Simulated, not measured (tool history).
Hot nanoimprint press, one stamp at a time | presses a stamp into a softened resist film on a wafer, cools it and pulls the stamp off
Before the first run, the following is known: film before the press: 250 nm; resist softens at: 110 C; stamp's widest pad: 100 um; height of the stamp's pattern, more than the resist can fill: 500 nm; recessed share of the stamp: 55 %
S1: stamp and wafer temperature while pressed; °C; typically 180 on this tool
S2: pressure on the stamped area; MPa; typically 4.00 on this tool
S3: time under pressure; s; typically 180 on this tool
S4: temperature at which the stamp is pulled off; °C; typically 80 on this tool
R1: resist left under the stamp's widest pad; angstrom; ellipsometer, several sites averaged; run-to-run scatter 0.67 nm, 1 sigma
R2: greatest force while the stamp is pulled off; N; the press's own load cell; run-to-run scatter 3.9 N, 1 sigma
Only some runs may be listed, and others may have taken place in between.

Run 1, hour 0.0: usual settings. Result: R1 1278 angstrom, R2 226 N.
Run 2, hour 50.6: usual settings. Result: R1 1280 angstrom, R2 228 N.
Run 3, hour 123.0: usual settings. Result: R1 1291 angstrom, R2 239 N.
Run 4, hour 195.1: usual settings. Result: R1 1309 angstrom, R2 255 N.
At hour 227.2: plate thermocouple calibrated.
At hour 253.1: stamp cleaned and given a new release coat.
Run 5, hour 295.8: usual settings. Result: R1 1337 angstrom, R2 188 N.
Run 6, hour 336.4: usual settings but S1 181 °C. Result: R1 1301 angstrom, R2 198 N.
Run 7, hour 399.9: usual settings but S1 169 °C. Result: R1 1766 angstrom, R2 208 N.
Run 8, hour 440.5: usual settings but S1 177 °C. Result: R1 1461 angstrom, R2 216 N.
At hour 516.1: press's hydraulic seals changed and the load cell set to zero.
Run 9, hour 521.1: usual settings but S1 177 °C. Result: R1 1451 angstrom, R2 223 N.
Run 10, hour 572.7: usual settings. Result: R1 1342 angstrom, R2 233 N.
At hour 630.2: plate thermocouple calibrated, once more.
Run 11, hour 667.5: usual settings but S4 68 °C. Result: R1 1262 angstrom, R2 265 N.
Run 12, hour 735.5: usual settings but S4 68 °C. Result: R1 1269 angstrom, R2 285 N.
At hour 759.2: stamp cleaned and given a new release coat.
Run 13, hour 838.7: usual settings but S4 68 °C. Result: R1 1283 angstrom, R2 223 N.
Run 14, hour 882.0: usual settings but S3 200 s. Result: R1 1232 angstrom, R2 201 N.
Run 15, hour 936.0: usual settings but S3 200 s. Result: R1 1242 angstrom, R2 213 N.
Run 16, hour 1021.3: usual settings but S4 83 °C. Result: R1 1296 angstrom, R2 220 N.
Run 17, hour 1106.5: usual settings but S4 83 °C. Result: R1 1307 angstrom, R2 228 N.
At hour 1183.3: press's hydraulic seals changed and the load cell set to zero.
Run 18, hour 1194.0: usual settings but S1 176 °C, S2 6.38 MPa, S3 125 s, S4 79 °C. Result: R1 1348 angstrom, R2 254 N.
At hour 1229.8: plate thermocouple calibrated.
At hour 1264.0: stamp cleaned and given a new release coat.
Run 19, hour 1298.5: usual settings but S1 172 °C, S2 5.02 MPa, S3 265 s, S4 87 °C. Result: R1 1268 angstrom, R2 185 N.
Run 20, hour 1366.1: usual settings but S1 172 °C, S2 5.02 MPa, S3 265 s, S4 87 °C. Result: R1 1261 angstrom, R2 192 N.
Run 21, hour 1437.2: usual settings but S1 186 °C, S2 2.76 MPa, S4 67 °C. Result: R1 1256 angstrom, R2 228 N.
Run 22, hour 1530.0: usual settings but S1 186 °C, S2 2.76 MPa, S3 103 s, S4 67 °C. Result: R1 1514 angstrom, R2 257 N.
Run 23, hour 1612.3: usual settings but S1 186 °C, S2 2.76 MPa, S3 103 s, S4 67 °C. Result: R1 1525 angstrom, R2 262 N.
Run 24, hour 1700.4: usual settings but S4 85 °C. Result: R1 1290 angstrom, R2 241 N.
At hour 1752.3: stamp cleaned and given a new release coat.
Run 25, hour 1782.3: usual settings but S4 85 °C. Result: R1 1296 angstrom, R2 189 N.
At hour 1833.4: plate thermocouple calibrated.
At hour 1854.7: press's hydraulic seals changed and the load cell set to zero.
Run 26, hour 1856.4: usual settings but S1 179 °C, S2 4.35 MPa, S3 142 s. Result: R1 1351 angstrom, R2 198 N.
Run 27, hour 1906.4: usual settings but S1 179 °C, S2 4.35 MPa, S3 276 s, S4 70 °C. Result: R1 1064 angstrom, R2 226 N.
Run 28, hour 1993.7: usual settings but S1 179 °C, S2 4.35 MPa, S3 276 s, S4 70 °C. Result: R1 1082 angstrom, R2 239 N.

What would each run have given without the hidden state, its run-to-run variation left as it was?
Hidden conditions of the tool in this case: true temperature over the reading, C; pressure that arrives at the usual setting, %; grip of the stamp's worn release coat, % over a new coat's; drift of the gauge itself on residual_nm, %; drift of the gauge itself on pull_off_n, %.
run    R1   R2
  1  1243  191
  2  1239  187
  3  1244  188
  4  1255  192
  5  1255  180
  6  1216  185
  7  1664  186
  8  1359  188
  9  1366  185
 10  1257  187
 11  1252  205
 12  1253  211
 13  1257  211
 14  1203  184
 15  1208  189
 16  1254  184
 17  1257  181
 18  1311  192
 19  1269  181
 20  1255  180
 21  1247  203
 22  1498  215
 23  1502  209
 24  1254  182
 25  1252  184
 26  1348  186
 27  1056  206
 28  1066  205
